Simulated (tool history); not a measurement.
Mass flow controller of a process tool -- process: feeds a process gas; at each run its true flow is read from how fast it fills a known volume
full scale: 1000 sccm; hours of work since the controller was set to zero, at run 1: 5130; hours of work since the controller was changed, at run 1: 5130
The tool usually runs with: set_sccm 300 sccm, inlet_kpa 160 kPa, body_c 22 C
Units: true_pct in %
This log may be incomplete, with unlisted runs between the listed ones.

run	hour	set_sccm	inlet_kpa	body_c	hours of work since the controller was set to zero	hours of work since the controller was changed	true_pct
1	0.0	300	160	22	5130	5130	99.50
2	85.8	300	160	22	5174	5174	99.45
3	130.6	300	160	22	5198	5198	99.41
# hour 227.8: controller exchanged for a calibrated one
4	227.8	300	160	22	0	0	99.34
5	327.9	300	160	22	52	52	99.44
6	406.6	300	160	22	93	93	99.42
7	482.8	300	160	22	133	133	99.46
8	568.5	300	160	22	178	178	99.37
9	615.3	892	160	22	203	203	99.84
10	683.0	892	160	22	238	238	99.77
11	782.6	892	160	22	290	290	99.80
12	848.9	892	160	22	325	325	99.89
13	905.3	892	160	22	354	354	99.94
14	964.3	892	160	22	385	385	99.90
15	1040.1	892	160	22	425	425	99.83
16	1090.6	914	160	25	451	451	100.16
17	1168.6	113	232	40	492	492	100.47
18	1254.9	238	149	40	537	537	100.85
19	1325.0	238	188	36	574	574	100.16
20	1420.7	147	187	26	624	624	99.46
21	1514.6	443	160	22	673	673	99.56
22	1559.8	443	160	22	697	697	99.56
23	1650.4	198	278	34	744	744	99.82
24	1750.0	754	278	31	796	796	99.99
25	1794.8	418	256	23	819	819	99.25
26	1845.7	418	256	23	846	846	99.29
27	1900.8	418	260	26	875	875	99.58
28	1970.8	418	260	26	911	911	99.47
29	2057.2	418	260	26	957	957	99.55
30	2122.7	478	233	28	991	991	99.85

3 ways to go on from here, each from the tool as it stands after run 30. What would each give?
A	2185.0	240	158	28	1023	1023	?
B	2185.0	300	201	22	1023	1023	?
C	2185.0	287	155	38	1023	1023	?

run	true_pct
A	99.74
B	99.33
C	100.62
With the hidden condition removed and each run's random variation left untouched, the same runs would have given:
run	true_pct
A	99.73
B	99.32
C	100.62
